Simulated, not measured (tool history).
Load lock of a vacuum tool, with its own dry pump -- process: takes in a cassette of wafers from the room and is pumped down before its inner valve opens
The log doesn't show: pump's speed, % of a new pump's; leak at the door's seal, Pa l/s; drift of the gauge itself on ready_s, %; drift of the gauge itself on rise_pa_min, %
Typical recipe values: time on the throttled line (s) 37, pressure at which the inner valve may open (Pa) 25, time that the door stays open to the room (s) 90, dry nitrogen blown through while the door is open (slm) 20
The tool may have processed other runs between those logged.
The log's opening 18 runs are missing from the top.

run,hour,time on the throttled line (s),pressure at which the inner valve may open (Pa),time that the door stays open to the room (s),dry nitrogen blown through while the door is open (slm),hours that the pump has run since its overhaul,times that the door has closed on its seal,"incoming humidity of the room's air, %",time from the closed door until the inner valve may open (s),rise of the pressure with all valves shut (Pa/min)
# hour 5938.3: dry pump taken out, an overhauled one fitted
19,6290.9,68,25,90,20,353,51241,43.6,89.8,0.455
# hour 6741.2: door's seal changed, seat wiped
20,6741.2,28,25,90,4,801,0,47.5,59.9,0.041
21,7235.8,28,25,74,36,1296,2062,45.5,59.7,0.017
22,7790.9,23,47,74,33,1851,4376,45.0,52.8,0.023
23,8306.7,57,20,29,42,2367,6526,40.2,82.4,0.030
24,8612.4,57,20,29,42,2673,7800,44.4,82.4,0.034
25,9117.6,37,27,90,20,3178,9905,49.6,67.5,0.053
26,9656.3,37,27,130,15,3716,12151,49.1,66.2,0.074
27,10193.3,37,27,130,15,4253,14389,44.3,67.1,0.083
28,10684.8,26,25,90,17,4745,16438,44.6,59.3,0.089
29,11215.6,26,25,90,17,5276,18650,45.2,58.7,0.102
30,11668.6,48,25,90,6,5729,20538,47.4,74.8,0.127
31,11928.2,45,25,90,8,5988,21621,44.3,73.4,0.126
32,12464.1,59,31,189,20,6524,23854,48.3,82.7,0.149
33,12886.1,60,31,90,20,6946,25613,47.6,83.7,0.147

For run 34, what comes out?
34,13165.8,41,25,55,20,7226,26779,42.9,?,?

time from the closed door until the inner valve may open (s): 70.8
rise of the pressure with all valves shut (Pa/min): 0.151
Minus the tool's unlogged condition, the same run would have read time from the closed door until the inner valve may open (s) 69.0, rise of the pressure with all valves shut (Pa/min) 0.018.
